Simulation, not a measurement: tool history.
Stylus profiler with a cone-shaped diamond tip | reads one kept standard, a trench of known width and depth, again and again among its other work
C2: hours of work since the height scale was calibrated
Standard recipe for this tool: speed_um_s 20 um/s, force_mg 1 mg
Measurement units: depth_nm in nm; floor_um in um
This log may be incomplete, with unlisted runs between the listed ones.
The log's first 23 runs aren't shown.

run 24 hour=290.5 | speed_um_s=19 force_mg=0.98 | scans_with_this_tip=3537 C2=257 | depth_nm=100.93 floor_um=28.55
run 25 hour=299.5 | speed_um_s=20 force_mg=1.09 | scans_with_this_tip=3613 C2=263 | depth_nm=100.93 floor_um=28.52
run 26 hour=308 | speed_um_s=34 force_mg=0.92 | scans_with_this_tip=3685 C2=268 | depth_nm=100.9 floor_um=28.47
run 27 hour=323.9 | speed_um_s=35 force_mg=2.49 | scans_with_this_tip=3820 C2=278 | depth_nm=101.65 floor_um=28.53
run 28 hour=336.2 | speed_um_s=35 force_mg=2.49 | scans_with_this_tip=3924 C2=285 | depth_nm=101.67 floor_um=28.47
run 29 hour=354 | speed_um_s=35 force_mg=2.49 | scans_with_this_tip=4074 C2=296 | depth_nm=101.67 floor_um=28.41
run 30 hour=372.5 | speed_um_s=9 force_mg=1 | scans_with_this_tip=4231 C2=308 | depth_nm=100.98 floor_um=28.59
run 31 hour=388.7 | speed_um_s=9 force_mg=1 | scans_with_this_tip=4369 C2=318 | depth_nm=100.86 floor_um=28.57
run 32 hour=406.7 | speed_um_s=11 force_mg=0.36 | scans_with_this_tip=4522 C2=329 | depth_nm=100.44 floor_um=28.57
run 33 hour=414.2 | speed_um_s=17 force_mg=0.36 | scans_with_this_tip=4585 C2=333 | depth_nm=100.5 floor_um=28.53
run 34 hour=431.7 | speed_um_s=60 force_mg=0.49 | scans_with_this_tip=4734 C2=344 | depth_nm=100.59 floor_um=28.28
run 35 hour=449.8 | speed_um_s=6 force_mg=0.4 | scans_with_this_tip=4887 C2=355 | depth_nm=100.45 floor_um=28.58
run 36 hour=459.8 | speed_um_s=28 force_mg=0.36 | scans_with_this_tip=4972 C2=361 | depth_nm=100.4 floor_um=28.42
run 37 hour=476.1 | speed_um_s=26 force_mg=1.62 | scans_with_this_tip=5111 C2=371 | depth_nm=101.27 floor_um=28.45
run 38 hour=483.7 | speed_um_s=26 force_mg=2.22 | scans_with_this_tip=5175 C2=376 | depth_nm=101.57 floor_um=28.49
run 39 hour=494.3 | speed_um_s=6 force_mg=1.51 | scans_with_this_tip=5264 C2=383 | depth_nm=101.23 floor_um=28.62
run 40 hour=506.2 | speed_um_s=22 force_mg=1.15 | scans_with_this_tip=5365 C2=390 | depth_nm=101.06 floor_um=28.47
run 41 hour=522.8 | speed_um_s=74 force_mg=1.69 | scans_with_this_tip=5506 C2=400 | depth_nm=101.3 floor_um=28.37
run 42 hour=530.6 | speed_um_s=7 force_mg=1.93 | scans_with_this_tip=5572 C2=405 | depth_nm=101.37 floor_um=28.59
run 43 hour=543.9 | speed_um_s=7 force_mg=1.13 | scans_with_this_tip=5685 C2=413 | depth_nm=100.97 floor_um=28.52
run 44 hour=551.9 | speed_um_s=60 force_mg=0.58 | scans_with_this_tip=5753 C2=418 | depth_nm=100.6 floor_um=28.28
run 45 hour=567 | speed_um_s=12 force_mg=1.15 | scans_with_this_tip=5882 C2=427 | depth_nm=100.99 floor_um=28.55

Branching from run 45: 4 alternative next runs. What would each branch give?
run A hour=582.2 | speed_um_s=41 force_mg=1.15 | scans_with_this_tip=6010 C2=437 | depth_nm=? floor_um=?
run B hour=582.2 | speed_um_s=58 force_mg=0.59 | scans_with_this_tip=6010 C2=437 | depth_nm=? floor_um=?
run C hour=582.2 | speed_um_s=8 force_mg=2.92 | scans_with_this_tip=6010 C2=437 | depth_nm=? floor_um=?
run D hour=582.2 | speed_um_s=5 force_mg=1.15 | scans_with_this_tip=6010 C2=437 | depth_nm=? floor_um=?

run=A depth_nm=100.92 floor_um=28.49
run=B depth_nm=100.64 floor_um=28.34
run=C depth_nm=101.81 floor_um=28.6
run=D depth_nm=101 floor_um=28.57
Had the tool no hidden state, the same runs would have come out as:
run=A depth_nm=100.93 floor_um=28.49
run=B depth_nm=100.64 floor_um=28.34
run=C depth_nm=101.81 floor_um=28.61
run=D depth_nm=101 floor_um=28.57
